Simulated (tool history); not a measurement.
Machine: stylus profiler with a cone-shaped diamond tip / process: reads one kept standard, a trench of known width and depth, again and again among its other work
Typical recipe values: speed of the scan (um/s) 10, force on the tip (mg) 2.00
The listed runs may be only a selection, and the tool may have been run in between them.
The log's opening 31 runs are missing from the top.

| run | hour | speed of the scan (um/s) | force on the tip (mg) | scans with this tip | hours of work since the height scale was calibrated | depth of the trench (Å) | width of the trench's floor (nm) |
|---|---|---|---|---|---|---|---|
| 32 | 407.9 | 29 | 1.05 | 2758 | 320 | 2017.8 | 97640 |
| 33 | 424.4 | 8 | 3.47 | 2828 | 328 | 2038.7 | 97810 |
| 34 | 435.3 | 28 | 3.99 | 2874 | 334 | 2041.0 | 97770 |
| 35 | 449.5 | 3 | 4.42 | 2934 | 341 | 2043.5 | 97820 |
| 36 | 466.8 | 3 | 2.95 | 3008 | 349 | 2034.6 | 97790 |
| 37 | 479.7 | 21 | 0.82 | 3063 | 355 | 2016.7 | 97690 |
| 38 | 492.9 | 35 | 0.69 | 3119 | 362 | 2014.5 | 97570 |
| 39 | 501.7 | 2 | 1.32 | 3156 | 366 | 2022.1 | 97810 |
| 40 | 516.8 | 2 | 1.32 | 3220 | 374 | 2021.7 | 97760 |
| 41 | 526.0 | 10 | 3.40 | 3259 | 378 | 2037.0 | 97760 |
| 42 | 538.1 | 10 | 3.40 | 3311 | 384 | 2038.0 | 97820 |
| 43 | 552.4 | 3 | 4.89 | 3372 | 391 | 2048.5 | 97820 |
| 44 | 568.7 | 22 | 1.91 | 3441 | 399 | 2026.4 | 97690 |
| 45 | 580.8 | 10 | 5.10 | 3492 | 405 | 2048.8 | 97710 |
| 46 | 588.9 | 10 | 5.10 | 3527 | 409 | 2048.9 | 97790 |
| 47 | 597.6 | 5 | 2.00 | 3563 | 414 | 2025.9 | 97760 |
| 48 | 611.6 | 17 | 0.67 | 3623 | 420 | 2015.5 | 97660 |

Predict each of these 3 candidate next runs independently; none follows another, all start after run 48:
| A | 623.5 | 15 | 0.86 | 3674 | 426 | ? | ? |
| B | 623.5 | 5 | 4.89 | 3674 | 426 | ? | ? |
| C | 623.5 | 4 | 1.11 | 3674 | 426 | ? | ? |

| run | depth of the trench (Å) | width of the trench's floor (nm) |
|---|---|---|
| A | 2015.2 | 97690 |
| B | 2048.3 | 97750 |
| C | 2022.2 | 97770 |
With the hidden condition removed and each run's random variation left untouched, the same runs would have given:
| run | depth of the trench (Å) | width of the trench's floor (nm) |
|---|---|---|
| A | 2012.0 | 97960 |
| B | 2045.0 | 98020 |
| C | 2019.0 | 98040 |
